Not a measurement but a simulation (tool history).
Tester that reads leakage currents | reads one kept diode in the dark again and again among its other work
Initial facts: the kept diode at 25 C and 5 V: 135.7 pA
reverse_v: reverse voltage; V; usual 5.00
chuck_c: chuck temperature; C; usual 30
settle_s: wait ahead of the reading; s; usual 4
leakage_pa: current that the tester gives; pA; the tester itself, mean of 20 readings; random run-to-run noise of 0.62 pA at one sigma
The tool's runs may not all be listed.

run	day	reverse_v	chuck_c	settle_s	leakage_pa
1	0.000	5.00	30	4	221.23
2	4.117	5.00	30	4	223.40
3	9.362	5.00	30	4	224.11
4	15.067	5.00	30	4	228.84
# day 19.125: probe card cleaned and baked
5	21.000	7.25	30	4	261.70
6	24.167	7.25	30	4	263.57
7	29.012	7.25	30	4	267.29
8	32.679	5.00	30	4	225.99
9	35.679	5.00	30	4	226.88
10	41.138	5.00	30	4	229.88
11	43.792	5.00	22	4	120.67

Expected results for the next run?
# day 47.112: chuck's temperature calibrated
12	48.033	10.78	20	4	?

leakage_pa: 132.21 pA
Take away the tool's hidden state, keep the run-to-run variation as it was, and the same run would have given leakage_pa 127.90 pA.

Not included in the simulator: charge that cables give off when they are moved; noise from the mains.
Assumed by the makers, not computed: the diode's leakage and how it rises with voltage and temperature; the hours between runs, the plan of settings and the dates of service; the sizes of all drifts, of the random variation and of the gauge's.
